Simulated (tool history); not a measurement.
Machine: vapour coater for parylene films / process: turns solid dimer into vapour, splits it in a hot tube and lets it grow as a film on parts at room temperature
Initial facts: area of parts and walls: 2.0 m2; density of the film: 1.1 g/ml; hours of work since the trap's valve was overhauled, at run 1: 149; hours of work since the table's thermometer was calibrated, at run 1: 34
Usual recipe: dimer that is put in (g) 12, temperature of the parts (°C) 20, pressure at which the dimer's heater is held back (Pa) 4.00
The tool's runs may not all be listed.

run	hour	dimer that is put in (g)	temperature of the parts (°C)	pressure at which the dimer's heater is held back (Pa)	hours of work since the trap's valve was overhauled	hours of work since the table's thermometer was calibrated	thickness of the film (nm)
1	0.0	12	20	4.00	149	34	2660
2	23.4	12	20	6.18	164	48	2570
3	38.6	12	20	8.37	173	58	2560
4	54.3	12	20	8.37	183	68	2540
5	78.0	12	20	8.37	198	83	2530
6	95.9	12	20	4.00	210	95	2640
# hour 110.0: trap's valve overhauled
7	114.9	12	20	4.00	3	104	2810
8	138.8	12	20	4.00	18	119	2790
9	158.5	12	20	4.00	31	132	2770
10	175.7	12	20	4.00	42	143	2760
11	199.3	20	20	4.00	57	158	4570
12	220.7	12	30	4.00	70	171	1750
13	232.4	12	20	4.00	78	179	2730
14	247.9	12	20	4.43	88	188	2720
15	274.9	10	12	8.55	105	206	3060
16	291.8	7	12	8.55	115	216	2180
17	307.4	12	24	4.00	125	226	2250
18	318.8	17	16	2.58	133	233	4660
19	337.3	6	17	4.00	144	245	1530
20	364.9	6	22	5.05	162	263	1200
21	379.6	6	22	5.05	171	272	1200
22	399.8	12	20	4.00	184	285	2650
23	418.8	12	19	4.00	196	297	2760
24	445.6	16	22	9.20	213	314	3050
# hour 454.4: trap's valve overhauled
25	467.2	12	22	5.62	8	325	2510
26	493.3	12	22	5.62	25	342	2500

Branching from run 26: 4 alternative next runs. What would each branch give?
A	518.6	12	30	3.83	41	358	?
B	518.6	5	22	4.00	41	358	?
C	518.6	7	19	6.09	41	358	?
D	518.6	13	20	4.13	41	358	?

run	thickness of the film (nm)
A	1780
B	1050
C	1640
D	2990
Without the tool's hidden state the same runs would have given:
run	thickness of the film (nm)
A	1800
B	1070
C	1660
D	3030
